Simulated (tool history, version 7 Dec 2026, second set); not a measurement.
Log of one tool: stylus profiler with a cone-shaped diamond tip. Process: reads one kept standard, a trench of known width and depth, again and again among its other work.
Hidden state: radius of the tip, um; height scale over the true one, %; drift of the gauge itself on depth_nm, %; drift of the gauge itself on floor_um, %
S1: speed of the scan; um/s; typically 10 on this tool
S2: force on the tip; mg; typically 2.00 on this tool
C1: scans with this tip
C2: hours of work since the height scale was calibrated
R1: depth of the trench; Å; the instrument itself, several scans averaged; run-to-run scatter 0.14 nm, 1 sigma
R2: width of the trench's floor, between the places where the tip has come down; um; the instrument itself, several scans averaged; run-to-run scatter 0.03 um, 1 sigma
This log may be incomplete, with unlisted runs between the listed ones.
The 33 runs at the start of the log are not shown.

run,day,S1,S2,C1,C2,R1,R2
34,63.592,32,1.73,7891,1577,5049.8,44.64
35,65.150,13,1.34,8001,1599,5046.0,44.70
36,67.221,13,1.34,8146,1628,5046.4,44.67
37,68.958,10,3.10,8268,1652,5063.0,44.71
38,71.004,5,1.53,8412,1681,5050.2,44.68
39,73.088,5,1.53,8559,1710,5049.5,44.71
40,75.446,11,1.20,8725,1743,5046.2,44.64
41,76.979,28,3.05,8832,1765,5064.3,44.55
42,78.721,15,3.06,8955,1789,5062.3,44.61
43,79.962,13,3.45,9042,1807,5070.5,44.61

Consider 5 possible next runs. They are alternatives, not a sequence: every one starts from the tool as it was left by run 43. What does each give?
A,81.962,9,1.03,9183,1835,?,?
B,81.962,10,4.44,9183,1835,?,?
C,81.962,22,4.92,9183,1835,?,?
D,81.962,5,2.55,9183,1835,?,?
E,81.962,13,5.11,9183,1835,?,?

run,R1,R2
A,5045.6,44.63
B,5079.8,44.62
C,5084.5,44.60
D,5060.5,44.65
E,5083.4,44.62
Without the tool's unlogged condition, the same runs would have read:
run,R1,R2
A,5021.0,45.61
B,5055.0,45.60
C,5059.7,45.58
D,5035.8,45.63
E,5058.6,45.60
